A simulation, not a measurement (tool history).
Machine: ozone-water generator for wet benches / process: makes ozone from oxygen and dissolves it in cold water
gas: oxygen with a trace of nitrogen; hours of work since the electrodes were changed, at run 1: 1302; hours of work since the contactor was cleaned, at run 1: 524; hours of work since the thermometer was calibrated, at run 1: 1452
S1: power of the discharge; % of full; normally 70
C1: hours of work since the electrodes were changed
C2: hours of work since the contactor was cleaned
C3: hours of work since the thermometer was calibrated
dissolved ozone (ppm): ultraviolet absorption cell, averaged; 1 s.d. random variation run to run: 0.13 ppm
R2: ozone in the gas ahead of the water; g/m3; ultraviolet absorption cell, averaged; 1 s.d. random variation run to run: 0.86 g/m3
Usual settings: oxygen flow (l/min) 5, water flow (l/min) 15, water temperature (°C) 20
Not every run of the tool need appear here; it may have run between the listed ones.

run 1 hour=0 | S1=70 oxygen_flow_(l/min)=5 water_flow_(l/min)=15 water_temperature_(°C)=20 | C1=1302 C2=524 C3=1452 | dissolved_ozone_(ppm)=13.6 R2=134.2
run 2 hour=40.8 | S1=70 oxygen_flow_(l/min)=5 water_flow_(l/min)=15 water_temperature_(°C)=20 | C1=1342 C2=564 C3=1492 | dissolved_ozone_(ppm)=13.3 R2=133.6
run 3 hour=83.4 | S1=70 oxygen_flow_(l/min)=5 water_flow_(l/min)=15 water_temperature_(°C)=20 | C1=1384 C2=606 C3=1534 | dissolved_ozone_(ppm)=13.4 R2=134
run 4 hour=122.4 | S1=70 oxygen_flow_(l/min)=5 water_flow_(l/min)=15 water_temperature_(°C)=20 | C1=1422 C2=644 C3=1572 | dissolved_ozone_(ppm)=13.3 R2=135
run 5 hour=174.4 | S1=70 oxygen_flow_(l/min)=5 water_flow_(l/min)=15 water_temperature_(°C)=20 | C1=1474 C2=695 C3=1623 | dissolved_ozone_(ppm)=13.4 R2=134.8
run 6 hour=224.8 | S1=70 oxygen_flow_(l/min)=5 water_flow_(l/min)=15 water_temperature_(°C)=20 | C1=1523 C2=744 C3=1673 | dissolved_ozone_(ppm)=13.4 R2=133.9
run 7 hour=273.3 | S1=70 oxygen_flow_(l/min)=5 water_flow_(l/min)=10 water_temperature_(°C)=20 | C1=1571 C2=792 C3=1720 | dissolved_ozone_(ppm)=18.2 R2=135.9
run 8 hour=320.7 | S1=70 oxygen_flow_(l/min)=5 water_flow_(l/min)=10 water_temperature_(°C)=20 | C1=1617 C2=839 C3=1767 | dissolved_ozone_(ppm)=18.6 R2=133.8
run 9 hour=362.1 | S1=70 oxygen_flow_(l/min)=5 water_flow_(l/min)=15 water_temperature_(°C)=20 | C1=1658 C2=879 C3=1807 | dissolved_ozone_(ppm)=13.4 R2=134.7
run 10 hour=388.9 | S1=70 oxygen_flow_(l/min)=5 water_flow_(l/min)=15 water_temperature_(°C)=20 | C1=1684 C2=905 C3=1834 | dissolved_ozone_(ppm)=13.2 R2=133.7
run 11 hour=420.7 | S1=70 oxygen_flow_(l/min)=5 water_flow_(l/min)=15 water_temperature_(°C)=20 | C1=1715 C2=937 C3=1865 | dissolved_ozone_(ppm)=13.2 R2=134.6
run 12 hour=445.8 | S1=70 oxygen_flow_(l/min)=5 water_flow_(l/min)=15 water_temperature_(°C)=20 | C1=1740 C2=961 C3=1889 | dissolved_ozone_(ppm)=13.3 R2=134
run 13 hour=469.3 | S1=70 oxygen_flow_(l/min)=5 water_flow_(l/min)=15 water_temperature_(°C)=20 | C1=1763 C2=984 C3=1913 | dissolved_ozone_(ppm)=13.3 R2=134
run 14 hour=519.9 | S1=70 oxygen_flow_(l/min)=5 water_flow_(l/min)=15 water_temperature_(°C)=25 | C1=1813 C2=1034 C3=1962 | dissolved_ozone_(ppm)=12 R2=132.9
run 15 hour=551.7 | S1=70 oxygen_flow_(l/min)=5 water_flow_(l/min)=24 water_temperature_(°C)=26 | C1=1844 C2=1065 C3=1993 | dissolved_ozone_(ppm)=7.8 R2=132.5
run 16 hour=601.6 | S1=80 oxygen_flow_(l/min)=5 water_flow_(l/min)=24 water_temperature_(°C)=18 | C1=1893 C2=1114 C3=2042 | dissolved_ozone_(ppm)=9.4 R2=146.7
run 17 hour=625.5 | S1=80 oxygen_flow_(l/min)=5 water_flow_(l/min)=19 water_temperature_(°C)=18 | C1=1916 C2=1138 C3=2066 | dissolved_ozone_(ppm)=12.3 R2=145.9
run 18 hour=661.1 | S1=63 oxygen_flow_(l/min)=5 water_flow_(l/min)=16 water_temperature_(°C)=18 | C1=1951 C2=1173 C3=2101 | dissolved_ozone_(ppm)=11.7 R2=123.3
run 19 hour=706.2 | S1=65 oxygen_flow_(l/min)=5 water_flow_(l/min)=19 water_temperature_(°C)=18 | C1=1995 C2=1217 C3=2145 | dissolved_ozone_(ppm)=10.3 R2=123.5
-- hour=709.1 water thermometer calibrated
run 20 hour=746 | S1=70 oxygen_flow_(l/min)=5 water_flow_(l/min)=21 water_temperature_(°C)=20 | C1=2034 C2=1255 C3=36 | dissolved_ozone_(ppm)=9.5 R2=132.6
run 21 hour=796.6 | S1=45 oxygen_flow_(l/min)=3.83 water_flow_(l/min)=21 water_temperature_(°C)=16 | C1=2084 C2=1305 C3=86 | dissolved_ozone_(ppm)=7 R2=110.5
run 22 hour=836.6 | S1=45 oxygen_flow_(l/min)=3.83 water_flow_(l/min)=21 water_temperature_(°C)=16 | C1=2123 C2=1344 C3=125 | dissolved_ozone_(ppm)=7.2 R2=109.8
run 23 hour=885.2 | S1=55 oxygen_flow_(l/min)=5.44 water_flow_(l/min)=15 water_temperature_(°C)=20 | C1=2171 C2=1392 C3=173 | dissolved_ozone_(ppm)=11.2 R2=106.2
-- hour=920.3 water thermometer calibrated, once more
run 24 hour=930.4 | S1=60 oxygen_flow_(l/min)=5 water_flow_(l/min)=21 water_temperature_(°C)=24 | C1=2214 C2=1436 C3=10 | dissolved_ozone_(ppm)=8 R2=117.1
run 25 hour=957.2 | S1=60 oxygen_flow_(l/min)=5 water_flow_(l/min)=21 water_temperature_(°C)=24 | C1=2241 C2=1462 C3=36 | dissolved_ozone_(ppm)=8.1 R2=119.7
run 26 hour=981.4 | S1=70 oxygen_flow_(l/min)=3.11 water_flow_(l/min)=14 water_temperature_(°C)=20 | C1=2264 C2=1486 C3=60 | dissolved_ozone_(ppm)=13.8 R2=165.4
run 27 hour=1027 | S1=70 oxygen_flow_(l/min)=3.61 water_flow_(l/min)=15 water_temperature_(°C)=17 | C1=2309 C2=1531 C3=105 | dissolved_ozone_(ppm)=13.5 R2=155.8

What if the next run were any one of these 4? Each begins from the tool's condition after run 27:
run A hour=1069.6 | S1=70 oxygen_flow_(l/min)=5 water_flow_(l/min)=9 water_temperature_(°C)=20 | C1=2351 C2=1573 C3=147 | dissolved_ozone_(ppm)=? R2=?
run B hour=1069.6 | S1=70 oxygen_flow_(l/min)=5 water_flow_(l/min)=20 water_temperature_(°C)=15 | C1=2351 C2=1573 C3=147 | dissolved_ozone_(ppm)=? R2=?
run C hour=1069.6 | S1=70 oxygen_flow_(l/min)=4.34 water_flow_(l/min)=15 water_temperature_(°C)=20 | C1=2351 C2=1573 C3=147 | dissolved_ozone_(ppm)=? R2=?
run D hour=1069.6 | S1=70 oxygen_flow_(l/min)=3.61 water_flow_(l/min)=20 water_temperature_(°C)=26 | C1=2351 C2=1573 C3=147 | dissolved_ozone_(ppm)=? R2=?

run=A dissolved_ozone_(ppm)=19.4 R2=131.2
run=B dissolved_ozone_(ppm)=10.7 R2=133.1
run=C dissolved_ozone_(ppm)=12.8 R2=141.4
run=D dissolved_ozone_(ppm)=9 R2=154.4
Without the tool's unlogged condition, the same runs would have read:
run=A dissolved_ozone_(ppm)=20.8 R2=139.8
run=B dissolved_ozone_(ppm)=11.6 R2=141.8
run=C dissolved_ozone_(ppm)=13.8 R2=150.7
run=D dissolved_ozone_(ppm)=9.7 R2=164.6
